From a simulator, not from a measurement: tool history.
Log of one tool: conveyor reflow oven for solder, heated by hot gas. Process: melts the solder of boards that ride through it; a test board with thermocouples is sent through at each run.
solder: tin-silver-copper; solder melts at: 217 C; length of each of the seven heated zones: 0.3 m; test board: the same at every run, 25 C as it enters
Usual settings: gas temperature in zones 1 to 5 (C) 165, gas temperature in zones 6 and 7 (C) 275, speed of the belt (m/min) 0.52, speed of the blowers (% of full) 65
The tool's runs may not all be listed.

run     day  gas temperature in zones 1 to 5 (C)  gas temperature in zones 6 and 7 (C)  speed of the belt (m/min)  speed of the blowers (% of full)  highest temperature of the board (C)  time above the solder's melting point (s)
  1       0                                  165                                   275                       0.52                                65                                 256.9                                      52.36
  2   1.196                                  165                                   275                       0.52                                65                                 257.2                                      52.33
  3   2.904                                  165                                   275                       0.52                                65                                   257                                      52.15
  4   3.929                                  165                                   275                       0.52                                65                                 256.6                                      52.21
  5   5.633                                  165                                   275                       0.52                                63                                 255.8                                       51.5
  6     6.8                                  165                                   275                       0.52                                65                                 256.5                                      52.07
  7   7.629                                  165                                   275                       0.52                                65                                 256.6                                         52
  8   9.321                                  165                                   275                       0.52                                72                                 258.3                                      53.34
      9.908  -- flux residue cleaned out of gas plates and filters
  9  10.812                                  165                                   275                       0.52                                72                                   258                                      53.04
 10  12.283                                  165                                   275                       0.52                                81                                 259.8                                      54.69
 11  13.688                                  170                                   266                      0.566                                65                                 245.4                                      41.42
 12  15.379                                  170                                   266                      0.551                                65                                 246.1                                      43.38
     15.942  -- flux residue cleaned out of gas plates and filters, once more
 13  16.642                                  165                                   276                       0.52                                65                                 257.5                                      52.73
 14    17.4                                  165                                   276                       0.52                                65                                 257.3                                      52.74
 15  18.958                                  165                                   275                      0.465                                65                                 259.7                                      61.46
 16  20.367                                  165                                   275                       0.52                                50                                 250.3                                      47.14
 17  21.238                                  165                                   275                       0.52                                50                                 250.5                                      46.84
 18  22.008                                  179                                   288                      0.522                                75                                   273                                      63.98

Run 19 comes next. What will it give?
 19  22.958                                  179                                   288                      0.522                                75                                     ?                                          ?

{"run 19": {"highest temperature of the board (C)": 272.6, "time above the solder's melting point (s)": 63.98}}
Without the tool's hidden state the same run would have given highest temperature of the board (C) 274.6, time above the solder's melting point (s) 64.28.
